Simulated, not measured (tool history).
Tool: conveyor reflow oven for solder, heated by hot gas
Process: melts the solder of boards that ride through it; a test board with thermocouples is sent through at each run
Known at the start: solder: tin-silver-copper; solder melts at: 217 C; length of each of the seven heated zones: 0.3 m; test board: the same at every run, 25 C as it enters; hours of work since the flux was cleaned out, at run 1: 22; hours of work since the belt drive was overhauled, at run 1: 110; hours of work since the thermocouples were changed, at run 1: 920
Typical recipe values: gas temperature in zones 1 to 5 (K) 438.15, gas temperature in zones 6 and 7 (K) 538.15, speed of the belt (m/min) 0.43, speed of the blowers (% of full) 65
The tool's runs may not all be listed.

run    day  gas temperature in zones 1 to 5 (K)  gas temperature in zones 6 and 7 (K)  speed of the belt (m/min)  speed of the blowers (% of full)  hours of work since the flux was cleaned out  hours of work since the belt drive was overhauled  hours of work since the thermocouples were changed  highest temperature of the board (K)  time above the solder's melting point (s)
  1      0                               438.15                                538.15                       0.43                                65                                            22                                                110                                                 920                                519.95                                       53.7
  2  0.254                               438.15                                538.15                       0.43                                65                                            27                                                114                                                 924                                519.85                                       53.8
  3  0.533                               438.15                                538.15                       0.43                                65                                            31                                                119                                                 929                                520.15                                       53.5
  4  0.833                               438.15                                538.15                       0.43                                65                                            36                                                124                                                 934                                519.55                                       53.1
  5    1.2                               438.15                                538.15                       0.43                                65                                            42                                                130                                                 940                                520.15                                       53.4
  6  1.512                               438.15                                538.15                       0.43                                65                                            48                                                135                                                 945                                520.05                                         53
  7  1.779                               438.15                                538.15                       0.43                                65                                            52                                                139                                                 950                                519.55                                       53.6
  8  1.954                               438.15                                538.15                       0.43                                65                                            55                                                142                                                 953                                520.05                                       53.3
  9  2.183                               438.15                                538.15                       0.43                                65                                            59                                                146                                                 957                                519.35                                       52.8
 10  2.533                               438.15                                538.15                       0.43                                65                                            65                                                152                                                 962                                519.65                                         53
     2.679  -- thermocouples of zones 6 and 7 changed
 11  2.833                               438.15                                538.15                       0.43                                65                                            68                                                156                                                   3                                517.85                                       51.9
 12  3.079                               438.15                                538.15                       0.43                                65                                            72                                                160                                                   7                                517.95                                       51.5
 13  3.375                               438.15                                538.15                       0.43                                65                                            77                                                165                                                  12                                517.75                                       51.4
 14  3.592                               438.15                                538.15                       0.43                                65                                            81                                                168                                                  15                                518.15                                       50.9
 15  3.967                               438.15                                538.15                       0.43                                71                                            87                                                175                                                  21                                519.45                                       53.8
 16  4.162                               438.15                                538.15                       0.43                                71                                            90                                                178                                                  25                                520.05                                       53.5
 17  4.325                               448.15                                538.15                      0.392                                57                                            93                                                181                                                  27                                519.95                                       62.5
 18  4.629                               448.15                                538.15                      0.392                                57                                            98                                                186                                                  33                                519.95                                       63.3
 19  4.888                               448.15                                538.15                      0.392                                57                                           103                                                190                                                  37                                519.95                                       63.5
 20  5.204                               448.15                                538.15                      0.392                                57                                           108                                                195                                                  42                                520.45                                       63.9
 21  5.483                               447.15                                538.15                      0.392                                57                                           113                                                200                                                  47                                519.85                                       62.1
 22  5.825                               447.15                                538.15                      0.392                                57                                           118                                                206                                                  52                                519.75                                       62.8
 23  6.046                               447.15                                538.15                      0.392                                57                                           122                                                209                                                  56                                519.55                                       61.6
 24  6.254                               446.15                                538.15                      0.392                                54                                           125                                                213                                                  60                                518.25                                       59.7
 25  6.554                               446.15                                538.15                      0.392                                54                                           130                                                218                                                  65                                518.35                                         60
 26    6.8                               438.15                                550.15                      0.517                                89                                           134                                                222                                                  69                                527.85                                       50.1

4 options for the next run, each taken on its own from the tool as it stands now. Forecast them:
  A  7.129                               431.15                                550.15                      0.517                                61                                           140                                                227                                                  74                                     ?                                          ?
  B  7.129                               438.15                                549.15                       0.43                                65                                           140                                                227                                                  74                                     ?                                          ?
  C  7.129                               424.15                                538.15                      0.467                                66                                           140                                                227                                                  74                                     ?                                          ?
  D  7.129                               438.15                                550.15                      0.495                                80                                           140                                                227                                                  74                                     ?                                          ?

run  highest temperature of the board (K)  time above the solder's melting point (s)
  A                                514.85                                       36.9
  B                                526.55                                         59
  C                                510.95                                       35.4
  D                                526.55                                       50.8
What these runs would have given with no unlogged condition in the tool:
run  highest temperature of the board (K)  time above the solder's melting point (s)
  A                                515.65                                       37.7
  B                                527.05                                       59.5
  C                                511.65                                       36.3
  D                                527.35                                       51.4
